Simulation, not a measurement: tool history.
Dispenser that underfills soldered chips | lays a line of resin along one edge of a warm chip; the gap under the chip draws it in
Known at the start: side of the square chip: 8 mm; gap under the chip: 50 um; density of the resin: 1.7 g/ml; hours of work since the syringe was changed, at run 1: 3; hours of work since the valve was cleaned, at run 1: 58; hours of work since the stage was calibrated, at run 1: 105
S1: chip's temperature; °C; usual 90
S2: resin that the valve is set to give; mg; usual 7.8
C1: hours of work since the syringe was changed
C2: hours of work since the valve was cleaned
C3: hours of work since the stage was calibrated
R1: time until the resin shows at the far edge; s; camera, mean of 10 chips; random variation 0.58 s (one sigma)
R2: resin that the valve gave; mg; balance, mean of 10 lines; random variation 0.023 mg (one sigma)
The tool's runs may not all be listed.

run 1 hour=0 | S1=90 S2=7.8 | C1=3 C2=58 C3=105 | R1=67.9 R2=7.66
run 2 hour=4.9 | S1=85 S2=7.8 | C1=7 C2=61 C3=109 | R1=109 R2=7.65
run 3 hour=9.4 | S1=99 S2=7.8 | C1=10 C2=65 C3=112 | R1=93.6 R2=7.64
-- hour=10.8 new syringe of resin
run 4 hour=14.5 | S1=99 S2=7.8 | C1=3 C2=68 C3=116 | R1=49.5 R2=7.64
run 5 hour=21.8 | S1=90 S2=7.8 | C1=8 C2=74 C3=122 | R1=108.6 R2=7.63
-- hour=26 new syringe of resin
run 6 hour=30.6 | S1=90 S2=8.11 | C1=3 C2=80 C3=128 | R1=67.2 R2=7.9
run 7 hour=36 | S1=90 S2=8.11 | C1=7 C2=84 C3=132 | R1=97.3 R2=7.87
-- hour=38.5 dispensing valve cleaned and set on the balance
-- hour=42.2 new syringe of resin
run 8 hour=42.2 | S1=90 S2=8.11 | C1=0 C2=3 C3=136 | R1=49.8 R2=8.11
run 9 hour=47.7 | S1=90 S2=8.11 | C1=4 C2=7 C3=140 | R1=72.9 R2=8.14
run 10 hour=54.6 | S1=90 S2=8.11 | C1=9 C2=12 C3=145 | R1=116.3 R2=8.09
-- hour=57.4 new syringe of resin
run 11 hour=62.6 | S1=90 S2=8.11 | C1=4 C2=18 C3=151 | R1=71.1 R2=8.05
run 12 hour=69.1 | S1=90 S2=6.75 | C1=9 C2=22 C3=156 | R1=116.1 R2=6.69
-- hour=72.7 new syringe of resin
run 13 hour=77.1 | S1=90 S2=6.75 | C1=3 C2=28 C3=161 | R1=71.2 R2=6.68
run 14 hour=81.8 | S1=76 S2=7.12 | C1=7 C2=32 C3=165 | R1=155.7 R2=7.04
-- hour=87.8 new syringe of resin
run 15 hour=87.8 | S1=76 S2=7.12 | C1=0 C2=36 C3=169 | R1=85.1 R2=7.01
run 16 hour=96.2 | S1=81 S2=7.09 | C1=6 C2=42 C3=175 | R1=124.6 R2=7
-- hour=102.8 new syringe of resin
run 17 hour=105.7 | S1=86 S2=8.11 | C1=2 C2=49 C3=182 | R1=68.9 R2=7.99
run 18 hour=113 | S1=86 S2=8.11 | C1=8 C2=55 C3=188 | R1=112.8 R2=7.98
-- hour=117.8 new syringe of resin
run 19 hour=119.6 | S1=84 S2=6.82 | C1=1 C2=59 C3=192 | R1=72.8 R2=6.68
run 20 hour=127.8 | S1=84 S2=6.82 | C1=7 C2=65 C3=199 | R1=127.4 R2=6.67
-- hour=132.8 new syringe of resin
run 21 hour=133.4 | S1=84 S2=6.82 | C1=0 C2=69 C3=203 | R1=66.9 R2=6.67
run 22 hour=138.6 | S1=84 S2=6.82 | C1=4 C2=73 C3=206 | R1=95.2 R2=6.67
run 23 hour=142.8 | S1=84 S2=6.82 | C1=7 C2=76 C3=210 | R1=127 R2=6.65
-- hour=147.9 new syringe of resin
run 24 hour=148.6 | S1=90 S2=7.65 | C1=1 C2=81 C3=214 | R1=54.7 R2=7.46
-- hour=155.6 dispensing valve cleaned and set on the balance
run 25 hour=159 | S1=92 S2=8.78 | C1=8 C2=3 C3=221 | R1=92.8 R2=8.71

Forecast each of these 5 alternatives for the next run:
-- hour=164.2 new syringe of resin
run A hour=167.6 | S1=90 S2=7.64 | C1=3 C2=9 C3=227 | R1=? R2=?
-- hour=164.2 new syringe of resin
run B hour=167.6 | S1=84 S2=7.51 | C1=3 C2=9 C3=227 | R1=? R2=?
-- hour=164.2 new syringe of resin
run C hour=167.6 | S1=100 S2=8.78 | C1=3 C2=9 C3=227 | R1=? R2=?
-- hour=164.2 new syringe of resin
run D hour=167.6 | S1=92 S2=9.71 | C1=3 C2=9 C3=227 | R1=? R2=?
-- hour=164.2 new syringe of resin
run E hour=167.6 | S1=77 S2=9.64 | C1=3 C2=9 C3=227 | R1=? R2=?

run=A R1=63.5 R2=7.59
run=B R1=78.4 R2=7.47
run=C R1=46.6 R2=8.77
run=D R1=57.8 R2=9.65
run=E R1=97.1 R2=9.57
Without the tool's hidden state the same runs would have given:
run=A R1=49.2 R2=7.64
run=B R1=60.7 R2=7.51
run=C R1=36.3 R2=8.82
run=D R1=44.6 R2=9.71
run=E R1=75.1 R2=9.63

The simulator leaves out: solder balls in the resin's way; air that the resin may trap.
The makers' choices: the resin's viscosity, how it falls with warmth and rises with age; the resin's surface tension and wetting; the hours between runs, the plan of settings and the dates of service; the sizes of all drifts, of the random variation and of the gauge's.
